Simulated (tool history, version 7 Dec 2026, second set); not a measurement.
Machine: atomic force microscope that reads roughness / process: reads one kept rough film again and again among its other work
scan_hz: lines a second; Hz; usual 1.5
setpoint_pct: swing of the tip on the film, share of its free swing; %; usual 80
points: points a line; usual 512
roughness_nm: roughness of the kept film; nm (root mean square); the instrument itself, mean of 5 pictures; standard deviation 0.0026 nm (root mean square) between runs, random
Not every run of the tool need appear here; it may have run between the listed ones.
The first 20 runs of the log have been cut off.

run     day  scan_hz  setpoint_pct  points  roughness_nm
     46.038  -- new tip fitted
 21  46.229     0.88            76     512         0.598
     46.975  -- height scale calibrated on a step standard, once more
 22  48.162     2.54            76     309         0.523
     48.608  -- new tip fitted
 23  49.829     2.54            76     309          0.53
     51.154  -- new tip fitted
 24  52.858     2.54            76     309         0.522
     53.612  -- new tip fitted
 25  56.025     0.64            83     512         0.597
      56.25  -- new tip fitted
 26    57.6     0.64            83     512         0.601
     58.833  -- new tip fitted
 27  60.608     0.64            83     512         0.592
     61.312  -- new tip fitted
 28  63.667     1.92            57     994         0.603
     63.917  -- new tip fitted
       66.4  -- new tip fitted
 29    66.4     1.43            80     846         0.568
     68.958  -- new tip fitted
 30  69.442      1.5            80     920         0.562

Alternative continuations, all from the tool just after run 30; predict every row:
  A  71.079     3.34            80     463             ?
  B  71.079      1.5            80     988             ?
  C  71.079     1.59            80     803             ?
  D  71.079     0.59            80     467             ?
  E  71.079     0.66            80     736             ?

run  roughness_nm
  A         0.463
  B         0.552
  C         0.549
  D         0.605
  E           0.6
The same runs, with their run-to-run variation unchanged, on a tool lacking any hidden condition would have given:
run  roughness_nm
  A         0.475
  B         0.566
  C         0.563
  D          0.62
  E         0.615

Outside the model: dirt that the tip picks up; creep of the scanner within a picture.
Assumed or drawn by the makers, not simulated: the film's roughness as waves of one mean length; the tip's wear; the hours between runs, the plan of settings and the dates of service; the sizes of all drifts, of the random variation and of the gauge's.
